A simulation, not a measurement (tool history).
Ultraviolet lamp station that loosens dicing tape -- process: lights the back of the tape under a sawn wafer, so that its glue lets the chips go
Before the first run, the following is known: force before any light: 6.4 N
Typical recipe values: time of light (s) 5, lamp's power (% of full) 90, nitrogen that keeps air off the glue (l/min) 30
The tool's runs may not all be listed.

| run | hour | time of light (s) | lamp's power (% of full) | nitrogen that keeps air off the glue (l/min) | force that peels the tape off (N) | light that reached the tape (J/m2) |
|---|---|---|---|---|---|---|
| 1 | 0.0 | 5 | 90 | 30 | 1.093 | 3710 |
| 2 | 37.4 | 5 | 90 | 30 | 1.064 | 3710 |
| 3 | 74.1 | 9 | 90 | 30 | 0.396 | 6590 |
| 4 | 104.4 | 5 | 90 | 30 | 1.084 | 3630 |
| 5 | 137.0 | 5 | 90 | 30 | 1.105 | 3550 |
| 6 | 160.1 | 6 | 90 | 30 | 0.863 | 4260 |
| 7 | 196.5 | 5 | 90 | 30 | 1.117 | 3710 |
| 8 | 217.5 | 5 | 90 | 30 | 1.084 | 3670 |
| 9 | 255.7 | 5 | 90 | 30 | 1.085 | 3630 |
| 10 | 294.0 | 5 | 90 | 44 | 0.940 | 3590 |
| 11 | 326.0 | 5 | 90 | 44 | 0.935 | 3510 |
| 12 | 346.1 | 5 | 78 | 30 | 1.415 | 3040 |
| 13 | 374.0 | 5 | 78 | 30 | 0.795 | 4350 |
| 14 | 408.4 | 8 | 81 | 40 | 0.287 | 7150 |
| 15 | 453.1 | 4 | 73 | 14 | 1.885 | 3220 |
| 16 | 483.7 | 4 | 73 | 14 | 1.880 | 3210 |
| 17 | 525.9 | 5 | 73 | 9 | 1.803 | 3900 |
| 18 | 574.1 | 9 | 77 | 13 | 0.542 | 7450 |
| 19 | 594.9 | 5 | 90 | 15 | 1.061 | 4840 |
| 20 | 621.9 | 2 | 70 | 41 | 2.892 | 1480 |
| 21 | 668.2 | 2 | 70 | 41 | 2.972 | 1490 |
| 22 | 696.6 | 4 | 90 | 30 | 1.017 | 3720 |
| 23 | 735.7 | 4 | 90 | 30 | 1.017 | 3700 |
| 24 | 761.3 | 3 | 71 | 30 | 2.135 | 2180 |
| 25 | 803.8 | 3 | 71 | 30 | 2.152 | 2170 |
| 26 | 840.8 | 5 | 90 | 56 | 0.557 | 4570 |

Between the runs listed above, the log contained 2 entries, not reproduced here. Where in the sequence does each belong, and how does what the log doesn't record of the tool's condition differ from the listed run before to the listed run after?
From run 6 to run 7: window cleaned of glue's vapour (hour 178.5)
  lamp's light, % of a new lamp's: 72.1 -> 71.5; light that the window lets through, % of a clean one's: 94.7 -> 99.2
  the result without the hidden state subtracted from the measured one, force that peels the tape off (N): +0.429 -> +0.502; light that reached the tape (J/m2): -1990 -> -1520
From run 12 to run 13: lamp changed (hour 353.5)
  lamp's light, % of a new lamp's: 69.1 -> 98.9; light that the window lets through, % of a clean one's: 98.3 -> 98.2
  the result without the hidden state subtracted from the measured one, force that peels the tape off (N): +0.652 -> +0.040; light that reached the tape (J/m2): -1440 -> -130
